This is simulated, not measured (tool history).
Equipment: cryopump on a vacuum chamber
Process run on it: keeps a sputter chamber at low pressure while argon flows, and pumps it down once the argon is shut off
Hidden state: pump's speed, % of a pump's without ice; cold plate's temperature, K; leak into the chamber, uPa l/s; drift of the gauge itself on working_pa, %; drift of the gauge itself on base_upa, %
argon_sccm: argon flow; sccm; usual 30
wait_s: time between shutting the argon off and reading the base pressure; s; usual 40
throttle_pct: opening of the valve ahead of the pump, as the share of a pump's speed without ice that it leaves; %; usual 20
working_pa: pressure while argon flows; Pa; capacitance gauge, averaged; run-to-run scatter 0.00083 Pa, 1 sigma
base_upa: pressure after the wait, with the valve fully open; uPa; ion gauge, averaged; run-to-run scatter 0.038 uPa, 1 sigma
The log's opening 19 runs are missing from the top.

run,day,argon_sccm,wait_s,throttle_pct,hours of work since the pump was warmed up and emptied,hours of work since the cold head was overhauled,hours of work since the chamber's fittings were tightened,working_pa,base_upa
20,9.333,16,52,20,432,432,1667,0.094,3.4
21,9.867,23,40,34,439,439,1674,0.0835,3.87
22,10.304,23,40,51,445,445,1680,0.0576,3.83
23,10.838,15,94,51,452,452,1687,0.0372,2.77
24,11.417,41,189,43,460,460,1695,0.1179,2.37
25,12.054,30,52,34,469,469,1704,0.1095,3.46
26,12.35,24,49,29,473,473,1708,0.0999,3.58
27,12.746,30,40,19,478,478,1713,0.1851,3.84
28,13.371,30,40,59,487,487,1722,0.0671,3.92
29,13.983,23,59,22,495,495,1730,0.1253,3.29
30,14.508,30,40,57,502,502,1737,0.07,3.91
31,15.042,30,40,57,510,510,1744,0.0694,4.09
32,15.546,30,27,19,516,516,1751,0.187,4.72
33,16.167,30,84,20,525,525,1760,0.1788,2.95

3 options for the next run, each taken on its own from the tool as it stands now. Forecast them:
A,16.608,27,40,27,531,531,1766,?,?
B,16.608,16,269,21,531,531,1766,?,?
C,16.608,13,40,48,531,531,1766,?,?

run,working_pa,base_upa
A,0.1221,4.05
B,0.0908,2.35
C,0.0352,3.96
Take away the tool's hidden state, keep each run's random variation, and the runs would have read:
run,working_pa,base_upa
A,0.1114,2.14
B,0.0845,0.47
C,0.03,2.09
